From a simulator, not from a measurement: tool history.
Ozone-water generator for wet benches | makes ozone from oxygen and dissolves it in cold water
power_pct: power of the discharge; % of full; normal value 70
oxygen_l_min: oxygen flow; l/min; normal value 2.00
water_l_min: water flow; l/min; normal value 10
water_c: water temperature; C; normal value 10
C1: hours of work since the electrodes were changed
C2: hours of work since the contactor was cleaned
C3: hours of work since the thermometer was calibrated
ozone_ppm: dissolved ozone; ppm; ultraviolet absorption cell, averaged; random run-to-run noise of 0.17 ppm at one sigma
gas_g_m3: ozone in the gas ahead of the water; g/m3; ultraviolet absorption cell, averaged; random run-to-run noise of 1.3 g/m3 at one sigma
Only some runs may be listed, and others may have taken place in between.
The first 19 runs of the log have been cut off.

run 20 hour=1427.3 | power_pct=43 oxygen_l_min=1.24 water_l_min=11 water_c=10 | C1=3009 C2=5534 C3=194 | ozone_ppm=11.3 gas_g_m3=195.9
run 21 hour=1478.2 | power_pct=50 oxygen_l_min=3.43 water_l_min=12 water_c=8 | C1=3050 C2=5575 C3=235 | ozone_ppm=15.8 gas_g_m3=146.8
run 22 hour=1553.6 | power_pct=70 oxygen_l_min=2.45 water_l_min=7 water_c=10 | C1=3111 C2=5636 C3=295 | ozone_ppm=30.4 gas_g_m3=210.5
run 23 hour=1649.2 | power_pct=79 oxygen_l_min=1.55 water_l_min=13 water_c=13 | C1=3188 C2=5713 C3=372 | ozone_ppm=14.9 gas_g_m3=268.9
run 24 hour=1727.8 | power_pct=75 oxygen_l_min=2.00 water_l_min=10 water_c=10 | C1=3251 C2=5776 C3=436 | ozone_ppm=21.5 gas_g_m3=237.4
run 25 hour=1800.0 | power_pct=89 oxygen_l_min=2.00 water_l_min=10 water_c=8 | C1=3309 C2=5835 C3=494 | ozone_ppm=24.5 gas_g_m3=263.3
run 26 hour=1886.2 | power_pct=89 oxygen_l_min=2.00 water_l_min=10 water_c=8 | C1=3379 C2=5904 C3=563 | ozone_ppm=24.5 gas_g_m3=265.5
run 27 hour=1963.9 | power_pct=89 oxygen_l_min=2.00 water_l_min=10 water_c=8 | C1=3442 C2=5967 C3=626 | ozone_ppm=24.6 gas_g_m3=265.4
run 28 hour=2034.5 | power_pct=70 oxygen_l_min=2.85 water_l_min=10 water_c=10 | C1=3498 C2=6024 C3=683 | ozone_ppm=22.1 gas_g_m3=194.7
run 29 hour=2122.4 | power_pct=45 oxygen_l_min=3.51 water_l_min=6 water_c=7 | C1=3569 C2=6094 C3=754 | ozone_ppm=27.7 gas_g_m3=135.0
run 30 hour=2211.1 | power_pct=70 oxygen_l_min=2.80 water_l_min=6 water_c=14 | C1=3641 C2=6166 C3=825 | ozone_ppm=32.5 gas_g_m3=196.3
run 31 hour=2263.2 | power_pct=70 oxygen_l_min=2.80 water_l_min=6 water_c=14 | C1=3683 C2=6208 C3=867 | ozone_ppm=32.4 gas_g_m3=194.4
run 32 hour=2364.3 | power_pct=61 oxygen_l_min=2.00 water_l_min=9 water_c=10 | C1=3764 C2=6289 C3=948 | ozone_ppm=20.4 gas_g_m3=201.5

Branching from run 32: 3 alternative next runs. What would each branch give?
run A hour=2413.3 | power_pct=61 oxygen_l_min=2.00 water_l_min=7 water_c=10 | C1=3804 C2=6329 C3=988 | ozone_ppm=? gas_g_m3=?
run B hour=2413.3 | power_pct=45 oxygen_l_min=2.00 water_l_min=10 water_c=10 | C1=3804 C2=6329 C3=988 | ozone_ppm=? gas_g_m3=?
run C hour=2413.3 | power_pct=47 oxygen_l_min=2.77 water_l_min=9 water_c=13 | C1=3804 C2=6329 C3=988 | ozone_ppm=? gas_g_m3=?

run=A ozone_ppm=26.5 gas_g_m3=203.5
run=B ozone_ppm=15.1 gas_g_m3=165.8
run=C ozone_ppm=17.8 gas_g_m3=150.2
Without the tool's hidden state the same runs would have given:
run=A ozone_ppm=29.6 gas_g_m3=218.6
run=B ozone_ppm=16.7 gas_g_m3=175.2
run=C ozone_ppm=19.7 gas_g_m3=159.1
